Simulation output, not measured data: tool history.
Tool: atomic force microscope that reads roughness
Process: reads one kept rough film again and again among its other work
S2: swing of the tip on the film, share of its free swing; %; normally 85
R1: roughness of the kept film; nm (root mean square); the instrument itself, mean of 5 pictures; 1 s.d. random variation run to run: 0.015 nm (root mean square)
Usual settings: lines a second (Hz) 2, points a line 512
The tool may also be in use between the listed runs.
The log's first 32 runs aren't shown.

run 33 hour=613.4 | lines_a_second_(Hz)=2 S2=85 points_a_line=421 | R1=3.55
run 34 hour=637.5 | lines_a_second_(Hz)=2 S2=85 points_a_line=421 | R1=3.518
run 35 hour=656.6 | lines_a_second_(Hz)=1.24 S2=59 points_a_line=829 | R1=3.837
run 36 hour=669.6 | lines_a_second_(Hz)=1.53 S2=60 points_a_line=829 | R1=3.754
run 37 hour=687.4 | lines_a_second_(Hz)=2.48 S2=85 points_a_line=311 | R1=3.277
run 38 hour=697.7 | lines_a_second_(Hz)=2 S2=71 points_a_line=956 | R1=3.518
run 39 hour=716.3 | lines_a_second_(Hz)=1.3 S2=73 points_a_line=375 | R1=3.543
run 40 hour=731.5 | lines_a_second_(Hz)=3.77 S2=73 points_a_line=1001 | R1=3.289
run 41 hour=753.8 | lines_a_second_(Hz)=3.77 S2=77 points_a_line=1001 | R1=3.171
run 42 hour=767 | lines_a_second_(Hz)=1.13 S2=77 points_a_line=1001 | R1=3.426
run 43 hour=788.6 | lines_a_second_(Hz)=1.13 S2=77 points_a_line=1001 | R1=3.39

3 options for the next run, each taken on its own from the tool as it stands now. Forecast them:
-- hour=798.8 new tip fitted
run A hour=800.3 | lines_a_second_(Hz)=0.68 S2=62 points_a_line=865 | R1=?
-- hour=798.8 new tip fitted
run B hour=800.3 | lines_a_second_(Hz)=0.52 S2=65 points_a_line=301 | R1=?
-- hour=798.8 new tip fitted
run C hour=800.3 | lines_a_second_(Hz)=2.13 S2=58 points_a_line=306 | R1=?

run=A R1=3.994
run=B R1=3.962
run=C R1=3.941
Without the tool's unlogged condition, the same runs would have read:
run=A R1=4.035
run=B R1=4.002
run=C R1=3.981

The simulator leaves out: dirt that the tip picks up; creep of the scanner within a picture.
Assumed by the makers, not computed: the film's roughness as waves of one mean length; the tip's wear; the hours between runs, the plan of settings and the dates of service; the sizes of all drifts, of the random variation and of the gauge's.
